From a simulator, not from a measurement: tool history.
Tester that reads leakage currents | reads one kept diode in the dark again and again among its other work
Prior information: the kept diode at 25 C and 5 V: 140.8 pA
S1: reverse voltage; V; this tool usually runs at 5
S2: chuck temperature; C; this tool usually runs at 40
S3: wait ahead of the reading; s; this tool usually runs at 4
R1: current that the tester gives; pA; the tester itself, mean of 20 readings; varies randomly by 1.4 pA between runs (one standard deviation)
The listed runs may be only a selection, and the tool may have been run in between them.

run   hour    S1  S2    S3      R1
  1      0     5  40     4  467.91
  2   21.4     5  40     4  468.78
  3   38.7     5  29     4  196.59
  4   66.5     5  29     4  196.65
  5   81.3     5  29  1.55  197.16
  6   96.5  2.36  29  4.43  141.87
  7  120.5  1.81  29  1.07  127.02
     123.9  -- chuck's temperature calibrated
  8  135.9  1.81  29  1.07  124.48
  9  153.5   6.6  27  0.32  191.65
 10  170.1   6.6  27  0.32  190.68

What if the next run were any one of these 4? Each begins from the tool's condition after run 10:
  A  183.4   1.02  55  0.32   ?
  B  183.4   1.27  28  0.95   ?
  C  183.4      5  37     4   ?
  D  183.4  14.37  20  9.48   ?

run      R1
  A  713.86
  B    98.1
  C  360.64
  D  152.85
What these runs would have given with no unlogged condition in the tool:
run      R1
  A  761.54
  B  103.97
  C  379.95
  D  140.82

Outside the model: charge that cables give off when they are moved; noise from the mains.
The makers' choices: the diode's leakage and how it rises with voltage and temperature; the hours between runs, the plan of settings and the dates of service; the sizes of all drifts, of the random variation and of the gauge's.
